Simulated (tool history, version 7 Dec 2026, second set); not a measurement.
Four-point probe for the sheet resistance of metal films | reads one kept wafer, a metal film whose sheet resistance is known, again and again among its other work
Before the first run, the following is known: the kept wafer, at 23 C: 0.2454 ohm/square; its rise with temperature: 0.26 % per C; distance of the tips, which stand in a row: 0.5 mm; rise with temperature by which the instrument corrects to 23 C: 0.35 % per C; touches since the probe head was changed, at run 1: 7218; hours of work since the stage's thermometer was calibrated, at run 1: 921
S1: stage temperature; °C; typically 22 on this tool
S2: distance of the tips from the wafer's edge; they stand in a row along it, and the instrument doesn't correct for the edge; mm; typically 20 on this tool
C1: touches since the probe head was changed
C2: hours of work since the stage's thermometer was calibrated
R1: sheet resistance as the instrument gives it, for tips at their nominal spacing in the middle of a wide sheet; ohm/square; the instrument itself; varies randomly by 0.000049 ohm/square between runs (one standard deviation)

{"run": 1, "hour": 0.0, "S1": 22, "S2": 20, "C1": 7218, "C2": 921, "R1": 0.246884}
{"run": 2, "hour": 66.2, "S1": 22, "S2": 20, "C1": 8388, "C2": 958, "R1": 0.246883}
{"run": 3, "hour": 143.9, "S1": 33, "S2": 20, "C1": 9759, "C2": 1002, "R1": 0.244341}
{"run": 4, "hour": 184.2, "S1": 33, "S2": 20, "C1": 10471, "C2": 1025, "R1": 0.244276}
{"run": 5, "hour": 249.9, "S1": 21, "S2": 20, "C1": 11631, "C2": 1062, "R1": 0.24707}
{"run": 6, "hour": 290.8, "S1": 21, "S2": 20, "C1": 12354, "C2": 1085, "R1": 0.247196}
{"run": 7, "hour": 375.1, "S1": 22, "S2": 20, "C1": 13840, "C2": 1133, "R1": 0.246884}
{"run": 8, "hour": 417.1, "S1": 22, "S2": 20, "C1": 14582, "C2": 1156, "R1": 0.246948}
{"run": 9, "hour": 495.4, "S1": 32, "S2": 17, "C1": 15965, "C2": 1201, "R1": 0.244535}
{"run": 10, "hour": 573.3, "S1": 32, "S2": 17, "C1": 17341, "C2": 1245, "R1": 0.244566}
{"run": 11, "hour": 640.0, "S1": 34, "S2": 4, "C1": 18518, "C2": 1283, "R1": 0.246056}
{"run": 12, "hour": 725.9, "S1": 34, "S2": 4, "C1": 20035, "C2": 1331, "R1": 0.246007}
{"run": 13, "hour": 778.6, "S1": 34, "S2": 4, "C1": 20966, "C2": 1361, "R1": 0.24602}
{"run": 14, "hour": 823.6, "S1": 19, "S2": 9, "C1": 21760, "C2": 1386, "R1": 0.247985}
{"run": 15, "hour": 863.4, "S1": 22, "S2": 10, "C1": 22463, "C2": 1409, "R1": 0.247051}

Alternative continuations, all from the tool just after run 15; predict every row:
{"run": "A", "hour": 947.0, "S1": 24, "S2": 24, "C1": 23939, "C2": 1456, "R1": "?"}
{"run": "B", "hour": 947.0, "S1": 25, "S2": 45, "C1": 23939, "C2": 1456, "R1": "?"}
{"run": "C", "hour": 947.0, "S1": 20, "S2": 3, "C1": 23939, "C2": 1456, "R1": "?"}
{"run": "D", "hour": 947.0, "S1": 21, "S2": 17, "C1": 23939, "C2": 1456, "R1": "?"}
{"run": "E", "hour": 947.0, "S1": 28, "S2": 7, "C1": 23939, "C2": 1456, "R1": "?"}

run=A R1=0.246219
run=B R1=0.246075
run=C R1=0.250904
run=D R1=0.247039
run=E R1=0.246029
With the hidden condition removed and each run's random variation left untouched, the same runs would have given:
run=A R1=0.245131
run=B R1=0.244988
run=C R1=0.249794
run=D R1=0.245946
run=E R1=0.244944
